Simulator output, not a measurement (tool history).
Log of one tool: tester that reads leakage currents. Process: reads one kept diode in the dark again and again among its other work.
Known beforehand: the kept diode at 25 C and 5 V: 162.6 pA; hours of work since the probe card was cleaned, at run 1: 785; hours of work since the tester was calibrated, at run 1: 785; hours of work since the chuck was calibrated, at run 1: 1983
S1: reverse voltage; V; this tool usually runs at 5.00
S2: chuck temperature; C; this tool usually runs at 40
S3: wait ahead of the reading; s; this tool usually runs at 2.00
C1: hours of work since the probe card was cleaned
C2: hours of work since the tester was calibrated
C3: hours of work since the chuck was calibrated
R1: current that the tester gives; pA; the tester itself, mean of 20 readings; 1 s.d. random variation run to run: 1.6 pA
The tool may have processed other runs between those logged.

run	hour	S1	S2	S3	C1	C2	C3	R1
1	0.0	5.00	40	2.00	785	785	1983	536.55
# hour 89.3: chuck's temperature calibrated
2	101.1	5.00	40	2.00	844	844	7	534.75
3	178.8	5.00	44	2.00	890	890	53	719.48
4	228.3	5.00	44	2.00	920	920	83	720.64
5	272.6	5.00	44	2.00	946	946	109	721.25
6	358.5	5.00	44	2.00	997	997	160	719.88
7	419.1	5.00	44	2.00	1033	1033	196	714.93
8	488.3	5.00	44	2.00	1074	1074	237	722.23
9	587.7	5.00	40	2.00	1133	1133	296	534.60
10	641.3	5.00	40	2.00	1165	1165	328	536.68
11	727.2	5.00	40	2.00	1216	1216	379	534.66
12	786.5	5.00	40	2.00	1251	1251	414	534.10
13	882.3	5.00	52	3.37	1308	1308	471	1282.87
14	956.0	5.00	52	3.37	1352	1352	515	1274.86
15	1049.7	9.99	26	7.74	1408	1408	571	256.56
16	1092.7	9.99	26	7.74	1433	1433	597	255.42
17	1173.2	9.99	26	7.74	1481	1481	644	256.56

Run 18 has not been measured yet. What should we expect?
18	1228.5	9.99	52	7.74	1514	1514	677	?

{"run 18": {"R1": 1836.91}}
Take away the tool's hidden state, keep the run-to-run variation as it was, and the same run would have given R1 1835.88 pA.
